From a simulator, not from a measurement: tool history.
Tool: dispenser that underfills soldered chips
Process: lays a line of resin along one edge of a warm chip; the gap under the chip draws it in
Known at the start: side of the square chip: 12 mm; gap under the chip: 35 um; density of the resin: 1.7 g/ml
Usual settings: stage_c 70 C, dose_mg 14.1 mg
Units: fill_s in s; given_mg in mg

run 1 hour=0.0 | stage_c=70 dose_mg=14.1 | fill_s=153.2 given_mg=13.53
run 2 hour=4.0 | stage_c=70 dose_mg=14.1 | fill_s=175.4 given_mg=13.64
-- hour=5.4 new syringe of resin
run 3 hour=8.9 | stage_c=70 dose_mg=14.1 | fill_s=151.2 given_mg=13.40
-- hour=13.0 dispensing valve cleaned and set on the balance
-- hour=15.3 new syringe of resin
run 4 hour=15.3 | stage_c=70 dose_mg=17.3 | fill_s=126.5 given_mg=17.31
run 5 hour=20.2 | stage_c=70 dose_mg=17.3 | fill_s=162.2 given_mg=17.27
-- hour=24.0 new syringe of resin
run 6 hour=24.8 | stage_c=59 dose_mg=17.3 | fill_s=188.1 given_mg=17.22
run 7 hour=31.1 | stage_c=64 dose_mg=14.1 | fill_s=210.1 given_mg=13.96
-- hour=32.9 new syringe of resin
run 8 hour=36.3 | stage_c=64 dose_mg=14.1 | fill_s=182.9 given_mg=13.96
run 9 hour=40.7 | stage_c=73 dose_mg=14.1 | fill_s=158.0 given_mg=14.00
-- hour=41.5 new syringe of resin
run 10 hour=46.3 | stage_c=65 dose_mg=14.1 | fill_s=181.7 given_mg=14.00
-- hour=50.2 new syringe of resin
run 11 hour=52.6 | stage_c=63 dose_mg=14.1 | fill_s=176.2 given_mg=14.00
-- hour=59.1 new syringe of resin
run 12 hour=60.9 | stage_c=63 dose_mg=14.1 | fill_s=168.0 given_mg=13.84
-- hour=67.9 new syringe of resin
run 13 hour=67.9 | stage_c=63 dose_mg=13.5 | fill_s=158.3 given_mg=13.45
run 14 hour=74.7 | stage_c=70 dose_mg=14.0 | fill_s=166.2 given_mg=13.71
-- hour=76.6 new syringe of resin
run 15 hour=79.1 | stage_c=58 dose_mg=12.2 | fill_s=211.2 given_mg=11.98
run 16 hour=84.2 | stage_c=70 dose_mg=14.0 | fill_s=172.0 given_mg=13.84
-- hour=85.8 new syringe of resin
run 17 hour=91.9 | stage_c=71 dose_mg=12.9 | fill_s=161.1 given_mg=12.79
-- hour=94.3 new syringe of resin
run 18 hour=99.9 | stage_c=72 dose_mg=12.9 | fill_s=155.8 given_mg=12.73
-- hour=103.5 new syringe of resin
run 19 hour=106.8 | stage_c=72 dose_mg=12.9 | fill_s=141.0 given_mg=12.72
-- hour=112.1 new syringe of resin
run 20 hour=113.9 | stage_c=66 dose_mg=12.9 | fill_s=158.1 given_mg=12.59
-- hour=121.0 new syringe of resin
run 21 hour=122.4 | stage_c=66 dose_mg=12.9 | fill_s=155.9 given_mg=12.49

Run 22 comes next. What will it give?
-- hour=129.8 new syringe of resin
run 22 hour=129.8 | stage_c=66 dose_mg=12.9 | fill_s=? given_mg=?

Run 22 gave fill_s 144.0 s, given_mg 12.61 mg.
Without the tool's hidden state the same run would have given fill_s 146.6 s, given_mg 12.94 mg.
